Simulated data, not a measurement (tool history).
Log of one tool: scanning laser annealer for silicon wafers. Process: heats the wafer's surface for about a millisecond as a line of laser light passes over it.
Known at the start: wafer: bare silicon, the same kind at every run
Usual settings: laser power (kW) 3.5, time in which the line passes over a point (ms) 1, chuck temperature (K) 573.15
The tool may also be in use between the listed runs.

run    day  laser power (kW)  time in which the line passes over a point (ms)  chuck temperature (K)  highest temperature of the surface (K)
  1      0               3.5                                                1                 573.15                                 1284.15
  2  0.271               3.5                                                1                 573.15                                 1286.15
  3  0.504               3.5                                                1                 573.15                                 1283.15
  4  0.888               3.5                                                1                 573.15                                 1287.15
  5    1.2               3.5                                                1                 573.15                                 1288.15
  6  1.517               3.5                                                1                 573.15                                 1285.15
  7    1.8               3.5                                                1                 573.15                                 1286.15
  8  2.088               3.5                                                1                 573.15                                 1286.15
  9  2.392               3.5                                                1                 573.15                                 1284.15
     2.638  -- optics aligned, line set to its width
 10  2.825               3.5                                                1                 573.15                                 1285.15
 11  3.175             3.675                                             1.05                 597.15                                 1365.15
     3.504  -- optics aligned, line set to its width, once more
 12  3.612             3.675                                             1.22                 541.15                                 1378.15
 13  3.808             3.354                                             0.82                 569.15                                 1185.15
 14  4.029             3.354                                             0.82                 569.15                                 1185.15
 15  4.308             3.354                                             0.82                 569.15                                 1184.15
 16  4.475             3.727                                             0.72                 557.15                                 1198.15
 17  4.771               3.5                                                1                 598.15                                 1313.15
 18  5.054             3.684                                             1.04                 598.15                                 1364.15
 19  5.242              3.38                                             0.82                 542.15                                 1158.15

Forecast each of these 4 alternatives for the next run:
  A  5.621               3.5                                                1                 583.15                                       ?
  B  5.621             3.537                                             0.72                 561.15                                       ?
  C  5.621              3.52                                             0.72                 573.15                                       ?
  D  5.621             3.092                                             0.79                 533.15                                       ?

run  highest temperature of the surface (K)
  A                                 1296.15
  B                                 1167.15
  C                                 1179.15
  D                                 1091.15
Without the tool's hidden state the same runs would have given:
run  highest temperature of the surface (K)
  A                                 1305.15
  B                                 1174.15
  C                                 1186.15
  D                                 1097.15

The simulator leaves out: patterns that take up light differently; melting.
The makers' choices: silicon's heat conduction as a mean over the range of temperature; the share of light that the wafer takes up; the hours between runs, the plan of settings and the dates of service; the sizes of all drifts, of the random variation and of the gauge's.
